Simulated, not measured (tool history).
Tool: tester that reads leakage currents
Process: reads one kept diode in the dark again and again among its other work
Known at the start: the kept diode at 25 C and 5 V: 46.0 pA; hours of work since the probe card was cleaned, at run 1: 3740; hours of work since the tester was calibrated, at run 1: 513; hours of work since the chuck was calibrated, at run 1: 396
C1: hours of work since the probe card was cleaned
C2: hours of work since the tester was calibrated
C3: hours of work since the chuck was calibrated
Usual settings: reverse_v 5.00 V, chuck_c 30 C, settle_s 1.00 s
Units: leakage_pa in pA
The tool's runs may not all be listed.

run 1 hour=0.0 | reverse_v=5.00 chuck_c=30 settle_s=1.00 | C1=3740 C2=513 C3=396 | leakage_pa=86.95
run 2 hour=194.6 | reverse_v=5.00 chuck_c=30 settle_s=1.00 | C1=3848 C2=621 C3=505 | leakage_pa=89.99
run 3 hour=339.4 | reverse_v=5.00 chuck_c=30 settle_s=1.00 | C1=3929 C2=702 C3=585 | leakage_pa=91.04
-- hour=433.8 probe card cleaned and baked
-- hour=435.8 chuck's temperature calibrated
run 4 hour=515.3 | reverse_v=5.00 chuck_c=30 settle_s=1.00 | C1=44 C2=797 C3=44 | leakage_pa=75.91
run 5 hour=637.2 | reverse_v=5.00 chuck_c=30 settle_s=1.00 | C1=112 C2=864 C3=112 | leakage_pa=77.05
run 6 hour=750.3 | reverse_v=5.00 chuck_c=30 settle_s=1.00 | C1=175 C2=927 C3=175 | leakage_pa=78.97
run 7 hour=978.2 | reverse_v=5.00 chuck_c=37 settle_s=1.00 | C1=302 C2=1054 C3=302 | leakage_pa=145.50
run 8 hour=1144.3 | reverse_v=5.00 chuck_c=37 settle_s=1.00 | C1=394 C2=1146 C3=394 | leakage_pa=147.87
run 9 hour=1377.3 | reverse_v=5.00 chuck_c=37 settle_s=1.00 | C1=524 C2=1276 C3=524 | leakage_pa=152.98
-- hour=1568.8 chuck's temperature calibrated
run 10 hour=1568.8 | reverse_v=5.00 chuck_c=37 settle_s=1.00 | C1=629 C2=1381 C3=0 | leakage_pa=136.63
run 11 hour=1667.5 | reverse_v=5.00 chuck_c=30 settle_s=0.66 | C1=684 C2=1436 C3=55 | leakage_pa=77.86
run 12 hour=1861.5 | reverse_v=1.67 chuck_c=30 settle_s=0.66 | C1=792 C2=1544 C3=163 | leakage_pa=51.75
run 13 hour=2048.4 | reverse_v=1.67 chuck_c=30 settle_s=0.66 | C1=896 C2=1648 C3=267 | leakage_pa=53.08
run 14 hour=2275.3 | reverse_v=1.67 chuck_c=30 settle_s=0.66 | C1=1022 C2=1774 C3=393 | leakage_pa=54.71
run 15 hour=2432.9 | reverse_v=5.00 chuck_c=28 settle_s=1.00 | C1=1110 C2=1862 C3=481 | leakage_pa=73.59
run 16 hour=2622.9 | reverse_v=5.00 chuck_c=28 settle_s=1.00 | C1=1215 C2=1968 C3=586 | leakage_pa=75.06
-- hour=2709.0 chuck's temperature calibrated
run 17 hour=2855.6 | reverse_v=5.00 chuck_c=30 settle_s=1.00 | C1=1344 C2=2096 C3=82 | leakage_pa=79.13
run 18 hour=2964.9 | reverse_v=5.00 chuck_c=30 settle_s=1.00 | C1=1405 C2=2157 C3=142 | leakage_pa=80.11
run 19 hour=3074.5 | reverse_v=5.00 chuck_c=30 settle_s=0.80 | C1=1465 C2=2218 C3=203 | leakage_pa=81.77
run 20 hour=3235.1 | reverse_v=1.43 chuck_c=29 settle_s=0.43 | C1=1555 C2=2307 C3=293 | leakage_pa=46.70
run 21 hour=3473.2 | reverse_v=10.45 chuck_c=51 settle_s=5.99 | C1=1687 C2=2440 C3=425 | leakage_pa=595.08
run 22 hour=3647.7 | reverse_v=1.24 chuck_c=42 settle_s=5.36 | C1=1784 C2=2537 C3=522 | leakage_pa=134.02
-- hour=3858.9 chuck's temperature calibrated
run 23 hour=3870.8 | reverse_v=1.24 chuck_c=42 settle_s=5.36 | C1=1907 C2=2660 C3=7 | leakage_pa=118.94
run 24 hour=3998.8 | reverse_v=1.24 chuck_c=42 settle_s=3.36 | C1=1978 C2=2731 C3=78 | leakage_pa=121.19
run 25 hour=4189.1 | reverse_v=1.49 chuck_c=45 settle_s=0.41 | C1=2084 C2=2837 C3=184 | leakage_pa=169.62
run 26 hour=4354.6 | reverse_v=1.49 chuck_c=49 settle_s=3.62 | C1=2176 C2=2929 C3=276 | leakage_pa=235.27
run 27 hour=4538.0 | reverse_v=2.48 chuck_c=46 settle_s=0.89 | C1=2278 C2=3031 C3=378 | leakage_pa=230.30
run 28 hour=4687.4 | reverse_v=2.48 chuck_c=46 settle_s=0.89 | C1=2361 C2=3114 C3=461 | leakage_pa=235.48
run 29 hour=4849.5 | reverse_v=14.99 chuck_c=25 settle_s=1.00 | C1=2452 C2=3204 C3=551 | leakage_pa=99.65
-- hour=5004.2 chuck's temperature calibrated
run 30 hour=5096.6 | reverse_v=14.99 chuck_c=25 settle_s=1.00 | C1=2588 C2=3340 C3=51 | leakage_pa=92.60
run 31 hour=5217.4 | reverse_v=14.99 chuck_c=25 settle_s=1.00 | C1=2655 C2=3407 C3=119 | leakage_pa=93.88
-- hour=5346.3 tester calibrated
run 32 hour=5347.1 | reverse_v=5.00 chuck_c=46 settle_s=1.54 | C1=2726 C2=0 C3=190 | leakage_pa=290.30
run 33 hour=5488.7 | reverse_v=18.42 chuck_c=42 settle_s=4.12 | C1=2805 C2=79 C3=268 | leakage_pa=367.76
run 34 hour=5720.0 | reverse_v=1.20 chuck_c=52 settle_s=1.05 | C1=2934 C2=208 C3=397 | leakage_pa=274.30
run 35 hour=5835.3 | reverse_v=1.20 chuck_c=52 settle_s=1.05 | C1=2998 C2=272 C3=461 | leakage_pa=280.25
run 36 hour=5966.0 | reverse_v=3.11 chuck_c=30 settle_s=4.94 | C1=3070 C2=345 C3=534 | leakage_pa=71.92
-- hour=6150.9 chuck's temperature calibrated
run 37 hour=6172.6 | reverse_v=5.00 chuck_c=54 settle_s=3.84 | C1=3184 C2=458 C3=12 | leakage_pa=515.36
run 38 hour=6295.3 | reverse_v=2.65 chuck_c=54 settle_s=3.84 | C1=3252 C2=527 C3=80 | leakage_pa=409.97

Hidden state or all else? Some run-to-run changes of leakage_pa, split into what the settings, what came in and random variation would give without the hidden state, and what is left for the hidden state (with any gauge scatter that isn't in both results):
The hidden state here: stray current of the dirty probe card, pA a volt; current scale over the true one, %; true chuck temperature over the reading, C; drift of the gauge itself on leakage_pa, %.
Run 20 -> 21: reverse_v 1.43 -> 10.45, chuck_c 29 -> 51, settle_s 0.43 -> 5.99. leakage_pa +548.38 pA: hidden state +61.02, all else +487.36.
Run 21 -> 22: reverse_v 10.45 -> 1.24, chuck_c 51 -> 42, settle_s 5.99 -> 5.36. leakage_pa -461.06 pA: hidden state -48.67, all else -412.39.
Run 32 -> 33: reverse_v 5.00 -> 18.42, chuck_c 46 -> 42, settle_s 1.54 -> 4.12. leakage_pa +77.46 pA: hidden state +23.70, all else +53.76.
Run 36 -> 37: reverse_v 3.11 -> 5.00, chuck_c 30 -> 54, settle_s 4.94 -> 3.84, chuck's temperature calibrated. leakage_pa +443.44 pA: hidden state +1.77, all else +441.67.
